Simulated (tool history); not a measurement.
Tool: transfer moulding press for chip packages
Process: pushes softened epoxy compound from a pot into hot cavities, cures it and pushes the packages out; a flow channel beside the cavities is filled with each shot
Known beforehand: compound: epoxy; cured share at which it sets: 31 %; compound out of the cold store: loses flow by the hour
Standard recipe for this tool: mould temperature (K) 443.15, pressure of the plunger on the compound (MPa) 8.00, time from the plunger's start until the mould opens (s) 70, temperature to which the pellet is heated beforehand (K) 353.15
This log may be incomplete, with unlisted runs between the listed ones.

run    hour  mould temperature (K)  pressure of the plunger on the compound (MPa)  time from the plunger's start until the mould opens (s)  temperature to which the pellet is heated beforehand (K)  incoming compound's hours out of the cold store  length that the compound runs in the flow channel (mm)  greatest force on the pins that push the packages out (N)
  1     0.0                 443.15                                           8.00                                                       70                                                    353.15                                             11.9                                                     939                                                       1011
        6.0  -- cavities cleaned with cleaning compound and waxed
  2    38.6                 443.15                                           8.00                                                       70                                                    353.15                                             47.1                                                     815                                                       1105
       59.0  -- mould's thermocouples calibrated
       66.0  -- cavities cleaned with cleaning compound and waxed
  3    84.7                 443.15                                           8.00                                                       70                                                    353.15                                             21.2                                                     883                                                        822
  4   112.5                 443.15                                           8.00                                                       70                                                    353.15                                             40.2                                                     814                                                       1034
      124.3  -- cavities cleaned with cleaning compound and waxed
  5   151.1                 443.15                                           8.00                                                       70                                                    353.15                                             16.0                                                     871                                                        934
      158.2  -- plunger's sealing rings changed
      167.0  -- cavities cleaned with cleaning compound and waxed, once more
  6   206.2                 443.15                                           8.00                                                       70                                                    354.15                                             28.1                                                     939                                                        969
      223.2  -- cavities cleaned with cleaning compound and waxed
  7   258.1                 443.15                                           8.00                                                       77                                                    353.15                                              8.3                                                     988                                                        794
      278.4  -- cavities cleaned with cleaning compound and waxed
  8   302.4                 443.15                                           8.00                                                       77                                                    353.15                                             24.4                                                     911                                                        695
      333.0  -- cavities cleaned with cleaning compound and waxed
  9   363.6                 443.15                                           8.00                                                       77                                                    353.15                                             39.5                                                     844                                                        698
      387.2  -- cavities cleaned with cleaning compound and waxed
 10   411.9                 443.15                                           8.00                                                       77                                                    353.15                                             21.2                                                     885                                                        727
      441.3  -- cavities cleaned with cleaning compound and waxed
 11   449.1                 443.15                                           8.00                                                       70                                                    353.15                                             21.6                                                     870                                                        699
      490.0  -- plunger's sealing rings changed
      502.2  -- cavities cleaned with cleaning compound and waxed
 12   510.8                 443.15                                           8.00                                                       70                                                    353.15                                             33.7                                                     936                                                        668
      551.0  -- mould's thermocouples calibrated
 13   553.1                 443.15                                           8.00                                                       70                                                    353.15                                             13.4                                                     991                                                       1109
      560.5  -- cavities cleaned with cleaning compound and waxed
 14   602.4                 443.15                                           8.00                                                       70                                                    353.15                                             32.6                                                     893                                                        996
      616.4  -- cavities cleaned with cleaning compound and waxed
 15   659.4                 444.15                                           8.86                                                       50                                                    344.15                                             29.0                                                     943                                                       2411
      673.5  -- cavities cleaned with cleaning compound and waxed
 16   687.8                 445.15                                           9.71                                                      107                                                    353.15                                             16.7                                                    1006                                                        441
 17   714.2                 447.15                                           8.00                                                       94                                                    353.15                                             42.8                                                     817                                                        573
      728.0  -- cavities cleaned with cleaning compound and waxed
 18   748.3                 447.15                                           9.20                                                       53                                                    356.15                                             26.2                                                     909                                                       1373
 19   779.3                 447.15                                           9.20                                                       53                                                    356.15                                              8.3                                                     965                                                       1790
      784.0  -- cavities cleaned with cleaning compound and waxed
      821.0  -- plunger's sealing rings changed
 20   831.4                 435.15                                           8.00                                                       70                                                    353.15                                             45.5                                                     902                                                       1619
      841.6  -- cavities cleaned with cleaning compound and waxed
 21   880.1                 438.15                                           8.00                                                       92                                                    353.15                                             26.8                                                     946                                                        724
      899.6  -- cavities cleaned with cleaning compound and waxed
 22   936.9                 438.15                                           8.00                                                       92                                                    353.15                                             17.2                                                     960                                                        731
      956.2  -- cavities cleaned with cleaning compound and waxed
 23   975.3                 438.15                                           8.00                                                       92                                                    353.15                                             28.7                                                     904                                                        622
     1010.6  -- cavities cleaned with cleaning compound and waxed
 24  1013.4                 438.15                                           8.00                                                       92                                                    353.15                                             36.9                                                     882                                                        499
     1040.1  -- mould's thermocouples calibrated
     1068.9  -- cavities cleaned with cleaning compound and waxed
 25  1069.5                 438.15                                           8.00                                                       92                                                    353.15                                             17.9                                                     920                                                        514
 26  1108.7                 438.15                                           8.00                                                       92                                                    353.15                                             17.2                                                     908                                                        791

Branching from run 26: 3 alternative next runs. What would each branch give?
     1125.4  -- cavities cleaned with cleaning compound and waxed
     1155.4  -- plunger's sealing rings changed
  A  1170.1                 441.15                                           7.67                                                       71                                                    353.15                                             14.1                                                       ?                                                          ?
     1125.4  -- cavities cleaned with cleaning compound and waxed
     1155.4  -- plunger's sealing rings changed
  B  1170.1                 440.15                                           8.00                                                       70                                                    360.15                                             44.8                                                       ?                                                          ?
     1125.4  -- cavities cleaned with cleaning compound and waxed
     1155.4  -- plunger's sealing rings changed
  C  1170.1                 442.15                                           8.00                                                       80                                                    353.15                                             32.3                                                       ?                                                          ?

run  length that the compound runs in the flow channel (mm)  greatest force on the pins that push the packages out (N)
  A                                                     993                                                       1224
  B                                                     899                                                       1175
  C                                                     937                                                        765
The same runs, with their run-to-run variation unchanged, on a tool lacking any hidden condition would have given:
run  length that the compound runs in the flow channel (mm)  greatest force on the pins that push the packages out (N)
  A                                                     998                                                        750
  B                                                     904                                                        718
  C                                                     942                                                        470
